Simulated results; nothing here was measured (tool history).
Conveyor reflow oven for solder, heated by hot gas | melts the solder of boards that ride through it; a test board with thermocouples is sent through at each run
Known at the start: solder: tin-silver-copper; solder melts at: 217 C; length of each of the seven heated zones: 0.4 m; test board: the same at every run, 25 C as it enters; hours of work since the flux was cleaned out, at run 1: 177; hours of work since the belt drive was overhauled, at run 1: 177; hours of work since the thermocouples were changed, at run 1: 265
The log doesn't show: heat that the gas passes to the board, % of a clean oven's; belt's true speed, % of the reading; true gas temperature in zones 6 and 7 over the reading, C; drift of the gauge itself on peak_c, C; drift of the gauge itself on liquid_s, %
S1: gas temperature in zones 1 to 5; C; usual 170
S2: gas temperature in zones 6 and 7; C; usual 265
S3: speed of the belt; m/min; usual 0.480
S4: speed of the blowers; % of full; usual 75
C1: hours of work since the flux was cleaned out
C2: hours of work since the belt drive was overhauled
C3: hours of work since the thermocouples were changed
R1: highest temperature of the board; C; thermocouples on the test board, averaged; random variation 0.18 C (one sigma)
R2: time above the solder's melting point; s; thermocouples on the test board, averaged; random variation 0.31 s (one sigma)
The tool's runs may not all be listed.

run   hour   S1   S2     S3  S4   C1   C2   C3     R1    R2
  1    0.0  170  265  0.480  75  177  177  265  247.3  67.4
  2   22.8  170  265  0.480  75  190  190  278  247.0  66.7
  3   40.6  184  265  0.480  75  200  200  288  249.7  77.0
  4   53.8  184  265  0.480  75  207  207  296  249.7  76.7
  5   74.7  184  265  0.480  75  219  219  308  249.6  77.0
  6   93.2  184  265  0.480  75  230  230  318  250.2  77.2
  7  110.6  184  265  0.480  75  239  239  328  249.3  76.8
  8  132.9  184  265  0.480  75  252  252  341  249.4  76.8
  9  148.6  184  265  0.480  75  261  261  349  249.5  76.9
 10  168.1  168  265  0.480  75  272  272  360  246.3  65.4
 11  180.9  168  265  0.480  75  279  279  368  246.5  65.0
 12  196.3  170  265  0.480  75  288  288  376  246.6  66.5
 13  210.4  170  265  0.480  75  296  296  384  246.6  66.4
 14  221.5  170  265  0.480  75  302  302  391  246.7  66.7
     232.8  -- flux residue cleaned out of gas plates and filters
 15  244.0  170  265  0.480  75    6  312  401  248.3  69.8
 16  265.4  170  265  0.480  89   18  324  413  251.0  72.4
 17  275.6  170  265  0.480  89   24  330  418  251.1  73.1
 18  294.0  179  268  0.448  53   35  340  429  250.5  80.4
 19  311.0  179  261  0.448  80   44  350  438  249.5  81.3
 20  334.5  163  261  0.542  80   57  363  452  240.6  49.0
 21  351.0  177  265  0.392  52   67  373  461  251.4  93.4
 22  360.6  177  265  0.392  52   72  378  466  251.4  93.2
 23  381.7  170  262  0.450  75   84  390  478  247.9  74.6
 24  399.0  170  262  0.450  75   94  400  488  247.9  74.1
 25  409.7  183  263  0.448  86  100  406  494  252.3  87.4
 26  419.2  162  266  0.517  75  105  411  500  245.1  56.4
 27  431.2  162  266  0.517  75  112  418  506  245.1  56.5
 28  445.8  170  264  0.480  75  120  426  515  247.2  67.6
 29  459.2  170  264  0.480  75  128  434  522  247.4  67.8
 30  481.6  160  268  0.413  83  141  446  535  255.6  86.6

3 ways to go on from here, each from the tool as it stands after run 30. What would each give?
  A  501.4  160  268  0.400  56  152  458  546   ?   ?
  B  501.4  171  270  0.413  57  152  458  546   ?   ?
  C  501.4  170  265  0.480  84  152  458  546   ?   ?

run     R1    R2
  A  251.4  82.3
  B  254.0  88.2
  C  250.0  71.6
Without the tool's hidden state the same runs would have given:
run     R1    R2
  A  250.6  80.7
  B  253.2  86.6
  C  249.4  70.5

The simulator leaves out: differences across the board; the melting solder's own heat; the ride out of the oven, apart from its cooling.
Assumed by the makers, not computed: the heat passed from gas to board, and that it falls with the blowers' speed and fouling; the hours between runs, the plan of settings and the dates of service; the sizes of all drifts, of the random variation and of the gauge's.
